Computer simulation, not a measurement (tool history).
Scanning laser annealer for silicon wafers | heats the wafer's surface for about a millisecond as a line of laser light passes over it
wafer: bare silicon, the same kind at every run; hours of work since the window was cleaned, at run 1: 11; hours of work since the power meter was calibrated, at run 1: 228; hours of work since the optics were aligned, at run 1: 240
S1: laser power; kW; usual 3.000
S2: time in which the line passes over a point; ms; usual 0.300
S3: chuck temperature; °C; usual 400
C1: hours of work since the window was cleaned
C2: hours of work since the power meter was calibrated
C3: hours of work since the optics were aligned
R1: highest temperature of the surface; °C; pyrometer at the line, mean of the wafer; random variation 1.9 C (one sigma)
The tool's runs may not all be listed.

run   hour     S1     S2   S3   C1   C2   C3    R1
  1    0.0  3.000  0.300  400   11  228  240  1219
  2    7.4  3.000  0.300  400   16  233  245  1220
  3   21.0  3.000  0.300  400   26  242  255  1217
  4   29.0  3.000  0.300  400   31  248  260  1218
  5   40.0  3.000  0.300  400   38  255  268  1219
  6   46.2  3.000  0.300  362   43  259  272  1181
  7   54.2  3.000  0.300  362   48  265  277  1180
  8   67.3  3.000  0.300  362   57  274  286  1181
  9   78.5  3.000  0.300  362   64  281  294  1178
 10   90.0  3.000  0.300  362   72  289  301  1179
 11   97.4  3.000  0.300  362   77  294  306  1180
 12  108.2  3.000  0.300  362   85  301  314  1179
 13  120.5  3.000  0.300  419   93  310  322  1235
 14  133.9  3.000  0.300  419  102  319  331  1236
 15  142.5  3.000  0.300  360  108  324  337  1179
 16  154.6  3.000  0.300  438  116  333  345  1252
 17  162.3  3.000  0.300  438  121  338  350  1252
 18  168.9  3.000  0.300  438  126  342  355  1252
 19  179.1  3.000  0.300  438  133  349  362  1251
     181.8  -- window over the wafer cleaned
 20  194.6  3.084  0.268  384    9  358  371  1187
 21  205.8  2.625  0.272  362   16  366  378  1037
 22  217.8  3.282  0.272  430   24  374  387  1288
 23  229.8  2.560  0.272  392   32  382  395  1052
 24  238.0  2.560  0.272  392   38  388  400  1046
 25  249.7  3.000  0.300  422   46  396  408  1234
     253.3  -- window over the wafer cleaned, once more
 26  261.8  3.159  0.263  370    6  403  415  1186
 27  273.1  2.995  0.335  401   13  410  423  1255
 28  280.3  3.000  0.300  378   18  415  428  1200
 29  288.9  3.030  0.372  418   24  421  433  1323
 30  301.5  3.030  0.372  418   33  429  442  1324
 31  311.2  3.030  0.372  418   39  436  448  1325
 32  319.8  3.030  0.372  418   45  442  454  1323
 33  326.8  3.000  0.300  407   50  447  459  1227
 34  336.3  3.000  0.300  407   56  453  465  1225
 35  349.0  3.000  0.300  407   65  462  474  1222
 36  355.4  3.000  0.329  392   69  466  478  1241
 37  363.2  3.000  0.300  384   74  471  484  1204
 38  369.8  3.057  0.211  395   79  476  488  1109

Forecast each of these 5 alternatives for the next run:
  A  379.9  3.143  0.219  395  86  483  495   ?
  B  379.9  2.578  0.283  403  86  483  495   ?
  C  379.9  2.701  0.300  389  86  483  495   ?
  D  379.9  3.114  0.211  378  86  483  495   ?
  E  379.9  2.571  0.240  391  86  483  495   ?

run    R1
  A  1142
  B  1077
  C  1114
  D  1104
  E  1020
Without the tool's hidden state the same runs would have given:
run    R1
  A  1154
  B  1088
  C  1125
  D  1115
  E  1030
